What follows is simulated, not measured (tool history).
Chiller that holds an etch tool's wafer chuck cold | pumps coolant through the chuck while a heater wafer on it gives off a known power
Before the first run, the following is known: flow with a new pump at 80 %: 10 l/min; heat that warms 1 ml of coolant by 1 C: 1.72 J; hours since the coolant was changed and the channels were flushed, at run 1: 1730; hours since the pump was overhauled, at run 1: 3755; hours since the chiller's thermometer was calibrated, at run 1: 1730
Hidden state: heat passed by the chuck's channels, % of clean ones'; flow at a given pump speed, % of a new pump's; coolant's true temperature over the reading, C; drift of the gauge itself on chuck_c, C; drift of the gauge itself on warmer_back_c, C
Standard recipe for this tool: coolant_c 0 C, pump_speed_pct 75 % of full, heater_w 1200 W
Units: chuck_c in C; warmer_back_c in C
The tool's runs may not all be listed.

| run | hour | coolant_c | pump_speed_pct | heater_w | hours since the coolant was changed and the channels were flushed | hours since the pump was overhauled | hours since the chiller's thermometer was calibrated | chuck_c | warmer_back_c |
|---|---|---|---|---|---|---|---|---|---|
| 1 | 0 | 0 | 75 | 1200 | 1730 | 3755 | 1730 | 9.5 | 4.86 |
| 2 | 66.3 | 0 | 75 | 1200 | 1796 | 3821 | 1796 | 9.5 | 4.83 |
| 3 | 135.4 | 0 | 75 | 1200 | 1865 | 3890 | 1865 | 9.5 | 4.9 |
| 4 | 180.5 | 0 | 75 | 1200 | 1910 | 3935 | 1910 | 9.6 | 4.93 |
| 5 | 280.5 | 0 | 67 | 1200 | 2010 | 4035 | 2010 | 10.7 | 5.5 |
| 6 | 335.3 | 0 | 67 | 1200 | 2065 | 4090 | 2065 | 10.6 | 5.49 |
| 7 | 378.7 | 0 | 67 | 1200 | 2109 | 4134 | 2109 | 10.5 | 5.59 |
| 8 | 484.4 | 0 | 75 | 1200 | 2214 | 4239 | 2214 | 9.8 | 4.92 |
| 9 | 552.2 | 0 | 75 | 1200 | 2282 | 4307 | 2282 | 9.8 | 4.92 |
| 10 | 609.4 | 0 | 75 | 1200 | 2339 | 4364 | 2339 | 9.7 | 4.94 |
| 11 | 665.9 | 0 | 75 | 858 | 2396 | 4421 | 2396 | 7.1 | 3.54 |
|  | 679.3 | coolant pump overhauled |
| 12 | 765.4 | 0 | 75 | 858 | 2490 | 86 | 2490 | 7.5 | 3.76 |
| 13 | 866.2 | 0 | 75 | 1235 | 2591 | 187 | 2591 | 10.5 | 5.34 |
| 14 | 928.3 | 0 | 75 | 1235 | 2653 | 249 | 2653 | 10.6 | 5.33 |
|  | 963.6 | coolant pump overhauled, once more |
| 15 | 1029.3 | 0 | 75 | 1124 | 2749 | 66 | 2749 | 8.8 | 4.15 |
| 16 | 1089.6 | 0 | 63 | 1200 | 2809 | 126 | 2809 | 10.7 | 5.45 |
| 17 | 1147.1 | 0 | 63 | 1200 | 2867 | 184 | 2867 | 10.5 | 5.47 |
| 18 | 1211.2 | 0 | 63 | 1200 | 2931 | 248 | 2931 | 10.6 | 5.47 |
| 19 | 1306.5 | 0 | 87 | 648 | 3026 | 343 | 3026 | 4.6 | 2.1 |
| 20 | 1364.3 | 0 | 87 | 648 | 3084 | 401 | 3084 | 4.7 | 2.08 |
| 21 | 1416.7 | 2 | 64 | 1082 | 3136 | 453 | 3136 | 11.6 | 4.86 |
| 22 | 1477.7 | 8 | 75 | 1200 | 3198 | 514 | 3198 | 17.6 | 4.58 |
| 23 | 1561.2 | 8 | 75 | 1200 | 3281 | 598 | 3281 | 17.5 | 4.51 |
| 24 | 1642.7 | 8 | 63 | 965 | 3363 | 679 | 3363 | 17 | 4.4 |
| 25 | 1713.9 | 5 | 88 | 1200 | 3434 | 750 | 3434 | 13.6 | 3.83 |
| 26 | 1789.9 | 5 | 88 | 1200 | 3510 | 826 | 3510 | 13.2 | 3.84 |
| 27 | 1888.7 | 7 | 88 | 808 | 3608 | 925 | 3608 | 12.9 | 2.64 |
| 28 | 1962.8 | -8 | 75 | 688 | 3683 | 999 | 3683 | -2.4 | 2.55 |
| 29 | 2029.1 | -8 | 75 | 688 | 3749 | 1065 | 3749 | -2.2 | 2.61 |
| 30 | 2136.4 | 1 | 66 | 813 | 3856 | 1173 | 3856 | 8.5 | 3.59 |
| 31 | 2195.4 | 0 | 75 | 990 | 3915 | 1232 | 3915 | 8 | 3.81 |

Here are 5 independent what-if runs from the current tool condition. What would each one return?
| A | 2302.5 | -2 | 94 | 1221 | 4022 | 1339 | 4022 | ? | ? |
| B | 2302.5 | 0 | 98 | 990 | 4022 | 1339 | 4022 | ? | ? |
| C | 2302.5 | -1 | 75 | 990 | 4022 | 1339 | 4022 | ? | ? |
| D | 2302.5 | -3 | 69 | 979 | 4022 | 1339 | 4022 | ? | ? |
| E | 2302.5 | 7 | 75 | 990 | 4022 | 1339 | 4022 | ? | ? |

| run | chuck_c | warmer_back_c |
|---|---|---|
| A | 6.6 | 3.7 |
| B | 6.8 | 2.87 |
| C | 7.3 | 3.81 |
| D | 5.6 | 4.12 |
| E | 15 | 3.77 |
Without the tool's unlogged condition, the same runs would have read:
| run | chuck_c | warmer_back_c |
|---|---|---|
| A | 5.5 | 3.6 |
| B | 5.9 | 2.8 |
| C | 6.3 | 3.71 |
| D | 4.5 | 4.02 |
| E | 13.9 | 3.67 |
